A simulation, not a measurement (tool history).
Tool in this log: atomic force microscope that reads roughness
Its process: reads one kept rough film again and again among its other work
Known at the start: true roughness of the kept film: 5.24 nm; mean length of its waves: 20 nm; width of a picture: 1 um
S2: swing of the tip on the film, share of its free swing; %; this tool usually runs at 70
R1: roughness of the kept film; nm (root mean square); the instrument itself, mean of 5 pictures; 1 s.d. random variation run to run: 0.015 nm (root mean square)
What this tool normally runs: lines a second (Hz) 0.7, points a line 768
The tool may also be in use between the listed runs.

{"run": 1, "hour": 0.0, "lines a second (Hz)": 0.7, "S2": 70, "points a line": 768, "R1": 3.717}
{"run": 2, "hour": 83.6, "lines a second (Hz)": 0.7, "S2": 70, "points a line": 768, "R1": 2.373}
{"run": 3, "hour": 157.7, "lines a second (Hz)": 0.7, "S2": 70, "points a line": 768, "R1": 3.159}
{"run": 4, "hour": 242.7, "lines a second (Hz)": 0.7, "S2": 70, "points a line": 768, "R1": 2.128}
{"run": 5, "hour": 286.5, "lines a second (Hz)": 0.7, "S2": 85, "points a line": 768, "R1": 3.343}
{"run": 6, "hour": 360.8, "lines a second (Hz)": 0.7, "S2": 85, "points a line": 768, "R1": 2.296}
{"run": 7, "hour": 430.8, "lines a second (Hz)": 0.7, "S2": 74, "points a line": 768, "R1": 3.209}
{"run": 8, "hour": 487.7, "lines a second (Hz)": 0.7, "S2": 74, "points a line": 768, "R1": 2.418}
{"run": 9, "hour": 563.2, "lines a second (Hz)": 0.7, "S2": 70, "points a line": 265, "R1": 3.262}
{"run": 10, "hour": 603.3, "lines a second (Hz)": 0.7, "S2": 66, "points a line": 265, "R1": 2.584}
{"run": 11, "hour": 644.7, "lines a second (Hz)": 3.556, "S2": 66, "points a line": 265, "R1": 1.989}
{"run": 12, "hour": 722.8, "lines a second (Hz)": 3.556, "S2": 66, "points a line": 265, "R1": 2.753}
{"run": 13, "hour": 793.4, "lines a second (Hz)": 0.7, "S2": 86, "points a line": 768, "R1": 2.177}
{"run": 14, "hour": 876.4, "lines a second (Hz)": 0.7, "S2": 86, "points a line": 768, "R1": 2.649}
{"run": 15, "hour": 942.8, "lines a second (Hz)": 0.7, "S2": 66, "points a line": 768, "R1": 2.089}
{"run": 16, "hour": 1014.2, "lines a second (Hz)": 0.7, "S2": 87, "points a line": 867, "R1": 2.686}
{"run": 17, "hour": 1064.2, "lines a second (Hz)": 3.545, "S2": 72, "points a line": 482, "R1": 1.974}
{"run": 18, "hour": 1130.0, "lines a second (Hz)": 1.597, "S2": 70, "points a line": 988, "R1": 2.995}
{"run": 19, "hour": 1184.7, "lines a second (Hz)": 0.7, "S2": 75, "points a line": 443, "R1": 2.323}
{"run": 20, "hour": 1250.4, "lines a second (Hz)": 0.7, "S2": 62, "points a line": 418, "R1": 3.621}
{"run": 21, "hour": 1317.7, "lines a second (Hz)": 1.018, "S2": 75, "points a line": 730, "R1": 2.438}
{"run": 22, "hour": 1360.5, "lines a second (Hz)": 1.764, "S2": 77, "points a line": 506, "R1": 1.958}
{"run": 23, "hour": 1395.9, "lines a second (Hz)": 0.993, "S2": 57, "points a line": 768, "R1": 3.454}
{"run": 24, "hour": 1464.4, "lines a second (Hz)": 0.993, "S2": 57, "points a line": 768, "R1": 2.424}
{"run": 25, "hour": 1536.2, "lines a second (Hz)": 3.193, "S2": 69, "points a line": 768, "R1": 3.138}
{"run": 26, "hour": 1618.8, "lines a second (Hz)": 0.7, "S2": 75, "points a line": 873, "R1": 2.233}
{"run": 27, "hour": 1654.3, "lines a second (Hz)": 1.07, "S2": 70, "points a line": 768, "R1": 1.9}

Taken out of this log: 11 entries between the listed runs. Where each belongs, and how the hidden state differs across it:
Between runs 2 and 3: new tip fitted (hour 137.9)
  radius of the tip, nm: 22.2 -> 11.8; height scale over the true one, %: -0.37 -> -0.41
  measured minus no-state result, R1: -1.383 -> -0.586 nm (root mean square)
Between runs 4 and 5: new tip fitted (hour 275.5)
  radius of the tip, nm: 26.9 -> 9.2; height scale over the true one, %: -0.46 -> -0.49
  measured minus no-state result, R1: -1.624 -> -0.296 nm (root mean square)
Between runs 6 and 7: new tip fitted (hour 412)
  radius of the tip, nm: 22.1 -> 11.1; height scale over the true one, %: -0.54 -> -0.58
  measured minus no-state result, R1: -1.336 -> -0.517 nm (root mean square)
Between runs 8 and 9: new tip fitted (hour 550)
  radius of the tip, nm: 21 -> 9.8; height scale over the true one, %: -0.62 -> -0.66
  measured minus no-state result, R1: -1.313 -> -0.377 nm (root mean square)
Between runs 11 and 12: new tip fitted (hour 690.3)
  radius of the tip, nm: 24.9 -> 12.8; height scale over the true one, %: -0.71 -> -0.76
  measured minus no-state result, R1: -1.374 -> -0.625 nm (root mean square)
Between runs 13 and 14: new tip fitted (hour 827.2)
  radius of the tip, nm: 24.2 -> 16.6; height scale over the true one, %: -0.81 -> -0.86
  measured minus no-state result, R1: -1.449 -> -0.999 nm (root mean square)
Between runs 15 and 16: new tip fitted (hour 967)
  radius of the tip, nm: 27.7 -> 15.8; height scale over the true one, %: -0.9 -> -0.94
  measured minus no-state result, R1: -1.676 -> -0.937 nm (root mean square)
Between runs 17 and 18: new tip fitted (hour 1106.5)
  radius of the tip, nm: 24.7 -> 12.3; height scale over the true one, %: -0.98 -> -1.02
  measured minus no-state result, R1: -1.364 -> -0.637 nm (root mean square)
Between runs 19 and 20: new tip fitted (hour 1247.6)
  radius of the tip, nm: 22.1 -> 7.5; height scale over the true one, %: -1.05 -> -1.09
  measured minus no-state result, R1: -1.367 -> -0.116 nm (root mean square)
Between runs 22 and 23: new tip fitted (hour 1385.5)
  radius of the tip, nm: 27.6 -> 9.2; height scale over the true one, %: -1.15 -> -1.18
  measured minus no-state result, R1: -1.562 -> -0.337 nm (root mean square)
Between runs 24 and 25: new tip fitted (hour 1525)
  radius of the tip, nm: 21.3 -> 9.5; height scale over the true one, %: -1.22 -> -1.26
  measured minus no-state result, R1: -1.362 -> -0.338 nm (root mean square)
